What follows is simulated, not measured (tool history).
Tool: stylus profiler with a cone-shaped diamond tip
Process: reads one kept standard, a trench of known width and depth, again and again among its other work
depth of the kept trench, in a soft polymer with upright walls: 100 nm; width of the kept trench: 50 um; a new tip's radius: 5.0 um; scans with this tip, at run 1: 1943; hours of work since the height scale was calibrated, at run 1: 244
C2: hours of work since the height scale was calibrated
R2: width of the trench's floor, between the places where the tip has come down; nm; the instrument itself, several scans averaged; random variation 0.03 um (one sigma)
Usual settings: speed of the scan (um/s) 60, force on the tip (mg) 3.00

Run 1, hour 0.0: usual settings; scans with this tip 1943; C2 244. Result: depth of the trench (Å) 1013.9, R2 47830 nm.
Run 2, hour 19.1: usual settings but force on the tip (mg) 1.53; scans with this tip 2005; C2 252. Result: depth of the trench (Å) 1009.0, R2 47830 nm.
Run 3, hour 32.5: usual settings but force on the tip (mg) 1.53; scans with this tip 2049; C2 257. Result: depth of the trench (Å) 1008.7, R2 47840 nm.
Run 4, hour 54.6: usual settings but force on the tip (mg) 1.53; scans with this tip 2122; C2 267. Result: depth of the trench (Å) 1008.6, R2 47840 nm.
Run 5, hour 72.3: usual settings but force on the tip (mg) 1.53; scans with this tip 2180; C2 274. Result: depth of the trench (Å) 1008.9, R2 47860 nm.
Run 6, hour 96.9: usual settings but force on the tip (mg) 7.72; scans with this tip 2260; C2 284. Result: depth of the trench (Å) 1026.7, R2 47940 nm.
Run 7, hour 123.4: usual settings but force on the tip (mg) 7.72; scans with this tip 2347; C2 295. Result: depth of the trench (Å) 1026.4, R2 47930 nm.
Run 8, hour 137.1: usual settings but speed of the scan (um/s) 52; scans with this tip 2392; C2 301. Result: depth of the trench (Å) 1014.3, R2 47880 nm.
Run 9, hour 157.9: usual settings but speed of the scan (um/s) 52; scans with this tip 2461; C2 309. Result: depth of the trench (Å) 1014.1, R2 47900 nm.
Run 10, hour 178.1: usual settings; scans with this tip 2527; C2 317. Result: depth of the trench (Å) 1013.7, R2 47910 nm.
Run 11, hour 189.7: usual settings; scans with this tip 2565; C2 322. Result: depth of the trench (Å) 1014.0, R2 47880 nm.
Run 12, hour 209.5: usual settings; scans with this tip 2630; C2 330. Result: depth of the trench (Å) 1014.1, R2 47990 nm.
Run 13, hour 235.3: usual settings; scans with this tip 2714; C2 341. Result: depth of the trench (Å) 1013.7, R2 47900 nm.
Run 14, hour 256.5: usual settings; scans with this tip 2784; C2 350. Result: depth of the trench (Å) 1014.4, R2 47860 nm.
Run 15, hour 278.7: usual settings; scans with this tip 2857; C2 359. Result: depth of the trench (Å) 1013.8, R2 47880 nm.
Run 16, hour 304.0: usual settings but speed of the scan (um/s) 76, force on the tip (mg) 3.30; scans with this tip 2940; C2 369. Result: depth of the trench (Å) 1014.6, R2 47880 nm.
Run 17, hour 319.6: usual settings but speed of the scan (um/s) 18, force on the tip (mg) 1.45; scans with this tip 2991; C2 376. Result: depth of the trench (Å) 1008.4, R2 47950 nm.
Run 18, hour 340.0: usual settings but speed of the scan (um/s) 41, force on the tip (mg) 1.45; scans with this tip 3058; C2 384. Result: depth of the trench (Å) 1008.6, R2 47910 nm.
Run 19, hour 365.8: usual settings but speed of the scan (um/s) 41, force on the tip (mg) 1.45; scans with this tip 3142; C2 395. Result: depth of the trench (Å) 1008.4, R2 47880 nm.
Run 20, hour 377.3: usual settings but speed of the scan (um/s) 180, force on the tip (mg) 5.06; scans with this tip 3180; C2 399. Result: depth of the trench (Å) 1020.1, R2 47700 nm.
Run 21, hour 394.4: usual settings but speed of the scan (um/s) 180, force on the tip (mg) 5.06; scans with this tip 3236; C2 407. Result: depth of the trench (Å) 1019.7, R2 47730 nm.
Run 22, hour 415.8: usual settings but speed of the scan (um/s) 19, force on the tip (mg) 4.41; scans with this tip 3306; C2 415. Result: depth of the trench (Å) 1017.9, R2 48030 nm.
Run 23, hour 442.4: usual settings but speed of the scan (um/s) 19, force on the tip (mg) 4.41; scans with this tip 3393; C2 426. Result: depth of the trench (Å) 1018.0, R2 47940 nm.
Run 24, hour 463.0: usual settings but speed of the scan (um/s) 15; scans with this tip 3461; C2 435. Result: depth of the trench (Å) 1014.2, R2 47960 nm.
Run 25, hour 490.3: usual settings but speed of the scan (um/s) 25, force on the tip (mg) 1.88; scans with this tip 3551; C2 446. Result: depth of the trench (Å) 1010.2, R2 47900 nm.

Forecast each of these 3 alternatives for the next run:
Run A, hour 510.4: usual settings but speed of the scan (um/s) 49, force on the tip (mg) 3.94; scans with this tip 3617; C2 454. Result: depth of the trench (Å) ?, R2 ?.
Run B, hour 510.4: usual settings but speed of the scan (um/s) 40, force on the tip (mg) 1.88; scans with this tip 3617; C2 454. Result: depth of the trench (Å) ?, R2 ?.
Run C, hour 510.4: usual settings but speed of the scan (um/s) 110, force on the tip (mg) 6.26; scans with this tip 3617; C2 454. Result: depth of the trench (Å) ?, R2 ?.

run  depth of the trench (Å)     R2
  A                   1017.0  47940
  B                   1010.7  47890
  C                   1022.3  47890
Without the tool's hidden state the same runs would have given:
run  depth of the trench (Å)     R2
  A                   1017.0  47940
  B                   1010.7  47900
  C                   1022.3  47900
